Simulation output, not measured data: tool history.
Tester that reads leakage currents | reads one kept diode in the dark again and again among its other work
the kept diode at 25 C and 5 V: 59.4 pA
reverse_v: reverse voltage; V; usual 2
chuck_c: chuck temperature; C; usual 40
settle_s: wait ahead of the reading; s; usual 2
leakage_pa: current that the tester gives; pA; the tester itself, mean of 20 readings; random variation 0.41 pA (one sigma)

| run | hour | reverse_v | chuck_c | settle_s | leakage_pa |
|---|---|---|---|---|---|
| 1 | 0 | 2 | 40 | 2 | 133.89 |
| 2 | 46.6 | 2 | 40 | 2 | 134.81 |
| 3 | 98.6 | 2 | 40 | 2 | 134.91 |
| 4 | 152.7 | 2 | 40 | 2 | 134.17 |
| 5 | 183.3 | 1.44 | 40 | 2 | 111.32 |
| 6 | 236.2 | 1.44 | 40 | 2 | 111.27 |
| 7 | 273 | 1.44 | 40 | 2 | 111.48 |
| 8 | 320.3 | 1.44 | 40 | 2 | 111.61 |
| 9 | 372.9 | 17.39 | 40 | 2 | 450.98 |
| 10 | 398.1 | 2 | 59 | 2 | 610.67 |
| 11 | 438.1 | 2 | 59 | 2 | 606.62 |
| 12 | 485.7 | 2 | 59 | 2 | 605.57 |
| 13 | 537.2 | 2 | 59 | 2 | 607.34 |
| 14 | 580.3 | 2 | 40 | 2 | 133.66 |
| 15 | 634.4 | 2 | 40 | 2 | 133.86 |
| 16 | 690.5 | 2 | 40 | 2 | 133.91 |
| 17 | 733.5 | 1.5 | 40 | 0.6 | 114.92 |
| 18 | 760.6 | 1.5 | 40 | 0.6 | 115.08 |
| 19 | 786.7 | 3.99 | 40 | 2 | 196.82 |
| 20 | 828.6 | 3.99 | 40 | 2 | 197.25 |
| 21 | 886.1 | 5.29 | 29 | 2 | 88.63 |
|  | 907.2 | chuck's temperature calibrated |
| 22 | 919.4 | 3.31 | 38 | 9.42 | 149.46 |
| 23 | 953 | 3.31 | 38 | 9.42 | 150.32 |
|  | 997.6 | probe card cleaned and baked |
| 24 | 1000.8 | 5.59 | 40 | 2 | 239.25 |
| 25 | 1029.7 | 5.59 | 40 | 2 | 238.39 |
| 26 | 1084.5 | 5.59 | 40 | 2 | 239.55 |
| 27 | 1120.7 | 2.4 | 54 | 2 | 458.43 |
| 28 | 1176.4 | 2.4 | 54 | 2 | 459.65 |
| 29 | 1226.1 | 2.4 | 54 | 2 | 460.46 |
| 30 | 1269 | 2 | 40 | 9.74 | 133.88 |
| 31 | 1322.8 | 2.74 | 47 | 1.34 | 284.55 |

3 ways to go on from here, each from the tool as it stands after run 31. What would each give?
| A | 1374.5 | 2 | 49 | 2 | ? |
| B | 1374.5 | 1.86 | 27 | 0.43 | ? |
| C | 1374.5 | 4.2 | 20 | 2 | ? |

| run | leakage_pa |
|---|---|
| A | 281.17 |
| B | 41.47 |
| C | 33.68 |
Without the tool's hidden state the same runs would have given:
| run | leakage_pa |
|---|---|
| A | 281.11 |
| B | 41.46 |
| C | 33.66 |
